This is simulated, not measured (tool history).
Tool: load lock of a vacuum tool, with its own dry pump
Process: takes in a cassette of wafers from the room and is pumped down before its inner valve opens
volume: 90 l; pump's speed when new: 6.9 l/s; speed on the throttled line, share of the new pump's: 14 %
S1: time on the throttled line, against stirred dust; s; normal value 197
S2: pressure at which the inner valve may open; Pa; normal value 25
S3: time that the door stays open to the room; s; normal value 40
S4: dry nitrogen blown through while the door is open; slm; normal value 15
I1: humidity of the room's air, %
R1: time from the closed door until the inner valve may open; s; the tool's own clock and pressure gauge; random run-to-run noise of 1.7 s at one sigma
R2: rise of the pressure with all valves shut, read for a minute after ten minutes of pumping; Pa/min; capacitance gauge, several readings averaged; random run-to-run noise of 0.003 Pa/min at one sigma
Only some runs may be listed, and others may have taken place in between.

run	hour	S1	S2	S3	S4	I1	R1	R2
1	0	197	25	40	15	43.1	275.2	0.025
2	219.9	197	25	40	15	42	276.1	0.021
3	431.1	197	25	40	15	49	274.6	0.027
4	582.6	197	25	40	15	45.6	276.1	0.023
5	733	197	25	40	15	42.9	279.7	0.025
6	866.3	197	25	40	15	43.9	277.9	0.021
7	1104.7	197	25	40	15	44.2	275.3	0.021
8	1269	147	25	40	15	44.1	233.5	0.026
9	1510	147	25	40	15	45.6	237.2	0.021
10	1772.2	147	25	40	15	46.5	236.8	0.021
11	1917.6	249	37	105	29	42.7	315.8	0.03
12	2179.3	249	37	105	29	42.6	317.5	0.024
13	2366	249	37	105	29	47.3	313.4	0.032
14	2602	173	29	162	29	46.3	257.4	0.029
15	2714.2	197	43	106	14	46	271.5	0.037
16	2847.2	197	45	58	12	44.8	267.7	0.033
17	3007.4	197	45	58	12	45.1	270.5	0.029

Predict each of these 5 candidate next runs independently; none follows another, all start after run 17:
A	3172.4	197	24	58	26	42	?	?
B	3172.4	197	45	47	12	43.1	?	?
C	3172.4	393	49	213	12	45.1	?	?
D	3172.4	119	30	40	11	49.1	?	?
E	3172.4	242	19	47	12	47.8	?	?

run	R1	R2
A	277.4	0.018
B	271.6	0.026
C	436.2	0.047
D	207.7	0.025
E	317.5	0.03
With no hidden state in the tool, these same runs would have given:
run	R1	R2
A	277.4	0.017
B	271.6	0.026
C	436.2	0.046
D	207.6	0.024
E	317.5	0.029
